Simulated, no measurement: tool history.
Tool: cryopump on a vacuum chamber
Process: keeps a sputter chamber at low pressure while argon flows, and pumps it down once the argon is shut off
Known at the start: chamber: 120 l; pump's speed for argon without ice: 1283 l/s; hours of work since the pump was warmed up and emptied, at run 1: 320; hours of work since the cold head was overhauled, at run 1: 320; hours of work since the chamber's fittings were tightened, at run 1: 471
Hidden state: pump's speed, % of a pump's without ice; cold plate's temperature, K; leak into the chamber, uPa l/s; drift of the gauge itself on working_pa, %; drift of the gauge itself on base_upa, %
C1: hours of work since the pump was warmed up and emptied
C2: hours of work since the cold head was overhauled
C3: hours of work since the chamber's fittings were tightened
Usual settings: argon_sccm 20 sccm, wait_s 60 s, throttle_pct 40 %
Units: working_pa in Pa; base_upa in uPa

Run 1, hour 0: usual settings; C1 320; C2 320; C3 471. Result: working_pa 0.0667 Pa, base_upa 1 uPa.
Run 2, hour 30.9: usual settings; C1 341; C2 341; C3 491. Result: working_pa 0.0673 Pa, base_upa 1.03 uPa.
Run 3, hour 62.8: usual settings but argon_sccm 14 sccm; C1 362; C2 362; C3 513. Result: working_pa 0.048 Pa, base_upa 1.07 uPa.
Run 4, hour 83.5: usual settings; C1 376; C2 376; C3 526. Result: working_pa 0.0679 Pa, base_upa 1.04 uPa.
Run 5, hour 98.7: usual settings; C1 386; C2 386; C3 537. Result: working_pa 0.0684 Pa, base_upa 1.09 uPa.
Run 6, hour 111.9: usual settings but throttle_pct 29 %; C1 395; C2 395; C3 545. Result: working_pa 0.0939 Pa, base_upa 1.04 uPa.
Run 7, hour 131.8: usual settings but throttle_pct 29 %; C1 408; C2 408; C3 559. Result: working_pa 0.0931 Pa, base_upa 1.07 uPa.
Run 8, hour 162.8: usual settings but throttle_pct 29 %; C1 429; C2 429; C3 579. Result: working_pa 0.0929 Pa, base_upa 1.11 uPa.
Run 9, hour 177: usual settings but throttle_pct 29 %; C1 438; C2 438; C3 589. Result: working_pa 0.093 Pa, base_upa 1.09 uPa.
Run 10, hour 202.4: usual settings; C1 455; C2 455; C3 606. Result: working_pa 0.0678 Pa, base_upa 1.13 uPa.
Run 11, hour 223.1: usual settings but wait_s 85 s; C1 469; C2 469; C3 620. Result: working_pa 0.0687 Pa, base_upa 0.98 uPa.
Run 12, hour 236.8: usual settings but wait_s 85 s; C1 478; C2 478; C3 629. Result: working_pa 0.0682 Pa, base_upa 0.98 uPa.
Run 13, hour 257.9: usual settings but argon_sccm 36 sccm; C1 492; C2 492; C3 643. Result: working_pa 0.1242 Pa, base_upa 1.17 uPa.
Run 14, hour 288.2: usual settings but argon_sccm 16 sccm; C1 513; C2 513; C3 663. Result: working_pa 0.0556 Pa, base_upa 1.17 uPa.
Run 15, hour 309.3: usual settings but argon_sccm 16 sccm; C1 527; C2 527; C3 677. Result: working_pa 0.0552 Pa, base_upa 1.2 uPa.
Run 16, hour 338.4: usual settings; C1 546; C2 546; C3 697. Result: working_pa 0.0695 Pa, base_upa 1.19 uPa.
Run 17, hour 364.2: usual settings; C1 563; C2 563; C3 714. Result: working_pa 0.0702 Pa, base_upa 1.2 uPa.
Run 18, hour 389.6: usual settings but throttle_pct 24 %; C1 580; C2 580; C3 731. Result: working_pa 0.1137 Pa, base_upa 1.27 uPa.
Run 19, hour 414.6: usual settings but argon_sccm 10 sccm, throttle_pct 54 %; C1 597; C2 597; C3 748. Result: working_pa 0.0263 Pa, base_upa 1.21 uPa.
Run 20, hour 436.6: usual settings but argon_sccm 10 sccm, throttle_pct 54 %; C1 612; C2 612; C3 762. Result: working_pa 0.0259 Pa, base_upa 1.24 uPa.
Run 21, hour 453: usual settings but argon_sccm 10 sccm, throttle_pct 54 %; C1 623; C2 623; C3 773. Result: working_pa 0.0266 Pa, base_upa 1.21 uPa.
Run 22, hour 482.4: usual settings but argon_sccm 10 sccm, throttle_pct 54 %; C1 642; C2 642; C3 793. Result: working_pa 0.0262 Pa, base_upa 1.22 uPa.
Run 23, hour 509.8: usual settings but argon_sccm 10 sccm, throttle_pct 54 %; C1 661; C2 661; C3 811. Result: working_pa 0.0263 Pa, base_upa 1.3 uPa.
Run 24, hour 533.4: usual settings but argon_sccm 10 sccm, wait_s 120 s, throttle_pct 21 %; C1 676; C2 676; C3 827. Result: working_pa 0.0643 Pa, base_upa 1.08 uPa.
Run 25, hour 553.6: usual settings but argon_sccm 10 sccm, wait_s 120 s, throttle_pct 21 %; C1 690; C2 690; C3 840. Result: working_pa 0.0645 Pa, base_upa 1.11 uPa.
Run 26, hour 575.3: usual settings but argon_sccm 10 sccm, wait_s 120 s, throttle_pct 21 %; C1 704; C2 704; C3 855. Result: working_pa 0.0643 Pa, base_upa 1.07 uPa.
Run 27, hour 589.7: usual settings but argon_sccm 10 sccm, wait_s 120 s, throttle_pct 21 %; C1 714; C2 714; C3 865. Result: working_pa 0.0645 Pa, base_upa 1.11 uPa.
Run 28, hour 605.4: usual settings but throttle_pct 30 %; C1 725; C2 725; C3 875. Result: working_pa 0.0909 Pa, base_upa 1.31 uPa.
Run 29, hour 637.9: usual settings but wait_s 57 s, throttle_pct 25 %; C1 746; C2 746; C3 897. Result: working_pa 0.1103 Pa, base_upa 1.39 uPa.
Run 30, hour 655.7: usual settings but wait_s 57 s, throttle_pct 25 %; C1 758; C2 758; C3 909. Result: working_pa 0.1094 Pa, base_upa 1.41 uPa.
Run 31, hour 680.5: usual settings but argon_sccm 17 sccm, wait_s 279 s; C1 775; C2 775; C3 925. Result: working_pa 0.0602 Pa, base_upa 1.06 uPa.
Run 32, hour 703.4: usual settings but argon_sccm 18 sccm, wait_s 184 s, throttle_pct 39 %; C1 790; C2 790; C3 941. Result: working_pa 0.0656 Pa, base_upa 1.07 uPa.
Run 33, hour 724.4: usual settings but argon_sccm 14 sccm, wait_s 141 s, throttle_pct 38 %; C1 804; C2 804; C3 955. Result: working_pa 0.0518 Pa, base_upa 1.14 uPa.

Some steps in working_pa between neighbouring runs. How much of each would the tool show without its hidden state too (settings, what came in, random variation), and how much is left for the hidden state, with any gauge scatter that isn't in both results?
Run 12 -> 13: argon_sccm 20 -> 36, wait_s 85 -> 60. working_pa +0.056 Pa: hidden state +0.0024, all else +0.0536.
Run 13 -> 14: argon_sccm 36 -> 16. working_pa -0.0686 Pa: hidden state -0.0028, all else -0.0658.
Run 18 -> 19: argon_sccm 20 -> 10, throttle_pct 24 -> 54. working_pa -0.0874 Pa: hidden state -0.0016, all else -0.0858.
Run 27 -> 28: argon_sccm 10 -> 20, wait_s 120 -> 60, throttle_pct 21 -> 30. working_pa +0.0264 Pa: hidden state +0.0021, all else +0.0243.
